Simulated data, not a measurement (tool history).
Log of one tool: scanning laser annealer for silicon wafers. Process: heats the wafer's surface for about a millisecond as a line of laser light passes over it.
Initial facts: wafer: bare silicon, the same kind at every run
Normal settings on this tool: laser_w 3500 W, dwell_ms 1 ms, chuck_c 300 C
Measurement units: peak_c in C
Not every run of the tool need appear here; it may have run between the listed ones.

{"run": 1, "hour": 0.0, "laser_w": 3500, "dwell_ms": 1, "chuck_c": 300, "peak_c": 994}
{"run": 2, "hour": 9.1, "laser_w": 3808, "dwell_ms": 1, "chuck_c": 300, "peak_c": 1061}
{"run": 3, "hour": 19.2, "laser_w": 3500, "dwell_ms": 1.23, "chuck_c": 300, "peak_c": 1085}
{"run": 4, "hour": 23.7, "laser_w": 3500, "dwell_ms": 1.23, "chuck_c": 300, "peak_c": 1082}
{"run": 5, "hour": 30.9, "laser_w": 3500, "dwell_ms": 1, "chuck_c": 319, "peak_c": 1013}
{"run": 6, "hour": 35.9, "laser_w": 3500, "dwell_ms": 1, "chuck_c": 319, "peak_c": 1013}
{"run": 7, "hour": 45.8, "laser_w": 3500, "dwell_ms": 1, "chuck_c": 319, "peak_c": 1012}
{"run": 8, "hour": 50.8, "laser_w": 3500, "dwell_ms": 1, "chuck_c": 319, "peak_c": 1012}
{"run": 9, "hour": 59.7, "laser_w": 3500, "dwell_ms": 1, "chuck_c": 302, "peak_c": 995}
{"run": 10, "hour": 68.3, "laser_w": 3500, "dwell_ms": 0.98, "chuck_c": 300, "peak_c": 983}
{"run": 11, "hour": 76.8, "laser_w": 3500, "dwell_ms": 1, "chuck_c": 317, "peak_c": 1011}
{"run": 12, "hour": 83.9, "laser_w": 3500, "dwell_ms": 1, "chuck_c": 300, "peak_c": 989}
{"run": 13, "hour": 89.3, "laser_w": 3500, "dwell_ms": 1, "chuck_c": 300, "peak_c": 992}
{"run": 14, "hour": 94.4, "laser_w": 3500, "dwell_ms": 1, "chuck_c": 300, "peak_c": 995}
{"run": 15, "hour": 101.9, "laser_w": 3500, "dwell_ms": 1, "chuck_c": 300, "peak_c": 991}
{"run": 16, "hour": 109.5, "laser_w": 3500, "dwell_ms": 1, "chuck_c": 300, "peak_c": 993}
{"run": 17, "hour": 117.7, "laser_w": 3500, "dwell_ms": 1, "chuck_c": 300, "peak_c": 993}
{"run": 18, "hour": 125.7, "laser_w": 3629, "dwell_ms": 0.79, "chuck_c": 289, "peak_c": 914}
{"run": 19, "hour": 132.9, "laser_w": 3259, "dwell_ms": 0.79, "chuck_c": 289, "peak_c": 847}
{"run": 20, "hour": 137.2, "laser_w": 3604, "dwell_ms": 1, "chuck_c": 300, "peak_c": 1013}
{"run": 21, "hour": 144.5, "laser_w": 3604, "dwell_ms": 1, "chuck_c": 302, "peak_c": 1014}
{"run": 22, "hour": 150.7, "laser_w": 3604, "dwell_ms": 1, "chuck_c": 302, "peak_c": 1014}
{"run": 23, "hour": 159.8, "laser_w": 3604, "dwell_ms": 1, "chuck_c": 302, "peak_c": 1015}
{"run": 24, "hour": 164.3, "laser_w": 3280, "dwell_ms": 0.93, "chuck_c": 300, "peak_c": 919}
{"run": 25, "hour": 172.7, "laser_w": 3280, "dwell_ms": 1.13, "chuck_c": 277, "peak_c": 968}
{"run": 26, "hour": 182.1, "laser_w": 3358, "dwell_ms": 1.13, "chuck_c": 277, "peak_c": 986}
{"run": 27, "hour": 192.9, "laser_w": 3233, "dwell_ms": 1, "chuck_c": 317, "peak_c": 950}
{"run": 28, "hour": 201.6, "laser_w": 3233, "dwell_ms": 1, "chuck_c": 290, "peak_c": 925}
{"run": 29, "hour": 210.1, "laser_w": 3435, "dwell_ms": 1, "chuck_c": 305, "peak_c": 983}
{"run": 30, "hour": 214.5, "laser_w": 3822, "dwell_ms": 1, "chuck_c": 300, "peak_c": 1057}
{"run": 31, "hour": 219.3, "laser_w": 3205, "dwell_ms": 0.97, "chuck_c": 300, "peak_c": 915}
{"run": 32, "hour": 225.6, "laser_w": 3205, "dwell_ms": 0.71, "chuck_c": 303, "peak_c": 817}
{"run": 33, "hour": 231.8, "laser_w": 3205, "dwell_ms": 0.71, "chuck_c": 303, "peak_c": 818}

A few steps of peak_c between consecutive runs. Split each: what settings, incoming material and random variation would produce without the hidden state, and what is left over for the hidden state, along with gauge scatter present in only one of the two compared results (measured, and without hidden state):
The hidden state here: light that passes the window, % of a clean one's; laser's true power over the reading, %; width of the line over the set one, %; drift of the gauge itself on peak_c, C.
Run 1 -> 2: laser_w 3500 -> 3808. peak_c +67 C: hidden state -2, all else +69.
Run 19 -> 20: laser_w 3259 -> 3604, dwell_ms 0.79 -> 1, chuck_c 289 -> 300. peak_c +166 C: hidden state -3, all else +169.
Run 30 -> 31: laser_w 3822 -> 3205, dwell_ms 1 -> 0.97. peak_c -142 C: hidden state +4, all else -146.
Run 31 -> 32: dwell_ms 0.97 -> 0.71, chuck_c 300 -> 303. peak_c -98 C: hidden state +2, all else -100.
